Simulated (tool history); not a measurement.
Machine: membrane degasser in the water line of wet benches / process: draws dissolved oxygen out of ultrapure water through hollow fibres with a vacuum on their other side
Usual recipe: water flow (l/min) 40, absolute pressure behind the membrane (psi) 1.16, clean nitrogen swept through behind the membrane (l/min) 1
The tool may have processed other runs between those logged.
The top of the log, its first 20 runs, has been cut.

run	hour	water flow (l/min)	absolute pressure behind the membrane (psi)	clean nitrogen swept through behind the membrane (l/min)	dissolved oxygen in the water behind the degasser (ppb)	pressure that the water loses in the fibres (psi)
21	2890.4	30	1.16	2.72	133.5	7.098
22	3040.2	30	1.16	2.72	130.3	7.046
# hour 3177.8: vacuum gauge calibrated
23	3194	46	0.96	2.72	163.7	10.885
24	3385.4	27	1.313	1.68	211.4	6.401
25	3475.7	27	1.313	1.68	217.9	6.374
26	3576.6	61	0.909	1	405.5	14.463
27	3769.1	64	0.734	1	302.1	15.162
28	3975.9	64	0.734	1	298.8	15.13
29	4134.7	64	0.734	1	296.2	15.203
30	4329.3	64	0.734	1	293.1	15.135

4 ways to go on from here, each from the tool as it stands after run 30. What would each give?
A	4540.2	40	1.666	1	?	?
B	4540.2	53	0.734	1	?	?
C	4540.2	59	0.882	0.57	?	?
D	4540.2	45	1.16	1	?	?

run	dissolved oxygen in the water behind the degasser (ppb)	pressure that the water loses in the fibres (psi)
A	635	9.477
B	234	12.585
C	494.7	13.966
D	438.3	10.727
Without the tool's unlogged condition, the same runs would have read:
run	dissolved oxygen in the water behind the degasser (ppb)	pressure that the water loses in the fibres (psi)
A	634.9	9.303
B	233.7	12.354
C	494.4	13.709
D	438.1	10.53

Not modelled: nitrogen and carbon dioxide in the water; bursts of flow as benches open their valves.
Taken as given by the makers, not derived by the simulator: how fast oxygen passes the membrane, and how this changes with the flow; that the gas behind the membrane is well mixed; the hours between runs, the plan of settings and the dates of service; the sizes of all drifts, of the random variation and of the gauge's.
